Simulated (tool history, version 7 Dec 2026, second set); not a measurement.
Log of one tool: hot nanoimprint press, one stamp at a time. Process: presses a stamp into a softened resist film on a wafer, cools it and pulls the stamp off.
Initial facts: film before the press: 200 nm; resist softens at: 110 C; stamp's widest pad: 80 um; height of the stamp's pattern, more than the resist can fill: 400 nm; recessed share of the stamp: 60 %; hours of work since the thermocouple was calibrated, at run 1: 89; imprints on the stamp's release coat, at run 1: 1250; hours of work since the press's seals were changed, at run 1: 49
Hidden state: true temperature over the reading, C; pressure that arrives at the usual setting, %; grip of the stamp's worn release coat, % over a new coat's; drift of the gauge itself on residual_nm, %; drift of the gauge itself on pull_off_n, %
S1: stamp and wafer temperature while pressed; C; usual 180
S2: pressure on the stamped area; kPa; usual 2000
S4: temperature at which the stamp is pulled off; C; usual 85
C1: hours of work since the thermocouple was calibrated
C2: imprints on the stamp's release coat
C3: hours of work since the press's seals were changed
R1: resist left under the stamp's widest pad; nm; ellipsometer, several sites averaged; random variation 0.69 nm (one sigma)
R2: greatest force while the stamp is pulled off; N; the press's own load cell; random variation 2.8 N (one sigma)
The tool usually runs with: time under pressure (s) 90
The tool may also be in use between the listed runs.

{"run": 1, "hour": 0.0, "S1": 180, "S2": 2000, "time under pressure (s)": 90, "S4": 85, "C1": 89, "C2": 1250, "C3": 49, "R1": 115.4, "R2": 171}
{"run": 2, "hour": 9.7, "S1": 180, "S2": 1670, "time under pressure (s)": 90, "S4": 85, "C1": 96, "C2": 1273, "C3": 56, "R1": 125.3, "R2": 170}
{"run": 3, "hour": 16.4, "S1": 180, "S2": 1670, "time under pressure (s)": 90, "S4": 85, "C1": 101, "C2": 1290, "C3": 60, "R1": 124.3, "R2": 164}
{"run": 4, "hour": 25.5, "S1": 180, "S2": 2000, "time under pressure (s)": 90, "S4": 71, "C1": 107, "C2": 1311, "C3": 67, "R1": 116.9, "R2": 242}
{"run": 5, "hour": 38.0, "S1": 180, "S2": 2000, "time under pressure (s)": 90, "S4": 82, "C1": 116, "C2": 1341, "C3": 75, "R1": 115.7, "R2": 183}
{"run": 6, "hour": 48.3, "S1": 180, "S2": 2000, "time under pressure (s)": 90, "S4": 85, "C1": 123, "C2": 1365, "C3": 83, "R1": 117.3, "R2": 175}
{"run": 7, "hour": 57.2, "S1": 180, "S2": 2000, "time under pressure (s)": 90, "S4": 85, "C1": 129, "C2": 1387, "C3": 89, "R1": 117, "R2": 170}
{"run": 8, "hour": 65.2, "S1": 173, "S2": 2000, "time under pressure (s)": 90, "S4": 85, "C1": 135, "C2": 1406, "C3": 94, "R1": 151.5, "R2": 175}
{"run": 9, "hour": 75.1, "S1": 173, "S2": 2000, "time under pressure (s)": 90, "S4": 85, "C1": 142, "C2": 1429, "C3": 101, "R1": 153, "R2": 169}
{"run": 10, "hour": 82.1, "S1": 180, "S2": 1310, "time under pressure (s)": 90, "S4": 85, "C1": 147, "C2": 1446, "C3": 106, "R1": 134.4, "R2": 170}
{"run": 11, "hour": 88.0, "S1": 180, "S2": 2000, "time under pressure (s)": 90, "S4": 85, "C1": 151, "C2": 1460, "C3": 110, "R1": 117.2, "R2": 178}
{"run": 12, "hour": 97.3, "S1": 180, "S2": 2000, "time under pressure (s)": 90, "S4": 85, "C1": 157, "C2": 1482, "C3": 117, "R1": 116.9, "R2": 172}
{"run": 13, "hour": 107.7, "S1": 180, "S2": 2000, "time under pressure (s)": 90, "S4": 85, "C1": 164, "C2": 1507, "C3": 124, "R1": 118.2, "R2": 175}
{"run": 14, "hour": 114.6, "S1": 180, "S2": 2000, "time under pressure (s)": 90, "S4": 85, "C1": 169, "C2": 1523, "C3": 129, "R1": 117.8, "R2": 178}
{"run": 15, "hour": 128.3, "S1": 180, "S2": 2470, "time under pressure (s)": 90, "S4": 85, "C1": 179, "C2": 1556, "C3": 138, "R1": 109.4, "R2": 173}
{"run": 16, "hour": 134.6, "S1": 180, "S2": 2000, "time under pressure (s)": 90, "S4": 85, "C1": 183, "C2": 1571, "C3": 143, "R1": 118.1, "R2": 177}
{"run": 17, "hour": 148.3, "S1": 180, "S2": 1580, "time under pressure (s)": 100, "S4": 70, "C1": 193, "C2": 1604, "C3": 152, "R1": 122.9, "R2": 271}
{"hour": 152.5, "done": "plate thermocouple calibrated"}
{"run": 18, "hour": 159.3, "S1": 180, "S2": 1940, "time under pressure (s)": 79, "S4": 81, "C1": 5, "C2": 1623, "C3": 158, "R1": 125.9, "R2": 206}

The next listed run, before its measurement:
{"run": 19, "hour": 171.8, "S1": 180, "S2": 2000, "time under pressure (s)": 155, "S4": 85, "C1": 13, "C2": 1652, "C3": 167, "R1": "?", "R2": "?"}

Run 19 came out at R1 99.8 nm, R2 185 N.
Without the tool's hidden state the same run would have given R1 94.2 nm, R2 133 N.

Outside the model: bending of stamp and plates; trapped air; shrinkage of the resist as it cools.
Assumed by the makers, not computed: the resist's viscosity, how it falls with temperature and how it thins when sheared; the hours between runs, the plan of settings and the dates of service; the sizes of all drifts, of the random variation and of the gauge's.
